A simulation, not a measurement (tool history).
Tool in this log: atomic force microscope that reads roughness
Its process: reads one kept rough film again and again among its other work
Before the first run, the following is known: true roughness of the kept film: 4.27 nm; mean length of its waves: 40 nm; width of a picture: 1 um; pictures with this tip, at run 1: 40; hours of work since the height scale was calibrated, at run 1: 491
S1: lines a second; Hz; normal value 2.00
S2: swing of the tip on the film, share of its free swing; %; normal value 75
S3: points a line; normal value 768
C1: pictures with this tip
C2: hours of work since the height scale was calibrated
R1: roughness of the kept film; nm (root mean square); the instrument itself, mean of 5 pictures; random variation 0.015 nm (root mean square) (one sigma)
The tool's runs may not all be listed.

run,hour,S1,S2,S3,C1,C2,R1
1,0.0,2.00,75,768,40,491,3.612
2,13.1,2.00,75,768,54,498,3.594
3,30.1,2.00,75,768,72,508,3.568
4,47.1,0.94,75,768,90,519,3.697
5,69.9,0.94,75,768,114,532,3.736
6,98.2,0.94,75,258,144,549,3.652
7,124.6,0.94,75,258,172,564,3.611
8,140.0,0.94,75,439,188,574,3.612
9,167.1,0.94,75,439,217,590,3.600
# hour 169.1: new tip fitted
10,183.1,0.94,75,439,14,599,3.816
11,195.5,0.94,75,439,27,606,3.786
12,208.2,0.94,75,439,41,614,3.772
13,225.9,0.94,75,439,60,624,3.762
14,244.1,0.94,75,439,79,635,3.726
15,260.7,0.94,75,439,97,645,3.721
16,279.0,0.94,75,439,116,656,3.656
17,304.9,0.94,75,439,143,671,3.651
18,318.0,0.94,75,439,157,679,3.640
19,332.7,0.94,75,926,173,687,3.630
20,348.7,0.94,75,926,190,697,3.603
21,372.3,1.17,59,530,215,711,3.639
# hour 377.6: new tip fitted
22,400.2,2.55,72,524,24,727,3.641
# hour 403.3: height scale calibrated on a step standard
23,421.8,1.94,75,768,46,11,3.607
24,434.9,2.23,66,768,59,19,3.698
25,450.3,1.57,72,524,76,28,3.686
26,467.2,1.57,72,400,94,38,3.640
# hour 475.8: height scale calibrated on a step standard, once more
27,481.4,0.74,74,768,108,3,3.778
28,493.2,0.85,66,782,120,10,3.795
29,511.3,0.85,66,782,139,21,3.802
30,535.9,0.85,66,782,165,36,3.743
31,556.5,0.85,66,782,187,48,3.740
32,584.3,2.00,78,409,217,64,3.381
# hour 587.4: new tip fitted
33,609.4,2.00,58,768,24,79,3.899
34,632.0,2.00,75,333,48,92,3.610
35,655.7,2.00,86,768,73,106,3.446
36,676.0,1.43,65,929,94,118,3.829
37,693.1,1.58,67,698,112,128,3.743
38,720.9,1.58,67,698,142,145,3.714
39,737.6,1.58,67,698,159,155,3.689

Each row is a separate what-if for the run after 39, all from the same tool condition, not one after another. Results?
A,766.1,1.28,65,768,190,172,?
B,766.1,3.86,67,955,190,172,?
C,766.1,1.78,75,514,190,172,?
D,766.1,0.72,77,434,190,172,?
E,766.1,1.58,89,698,190,172,?

run,R1
A,3.681
B,3.420
C,3.530
D,3.652
E,3.320
With the hidden condition removed and each run's random variation left untouched, the same runs would have given:
run,R1
A,3.906
B,3.628
C,3.745
D,3.876
E,3.523
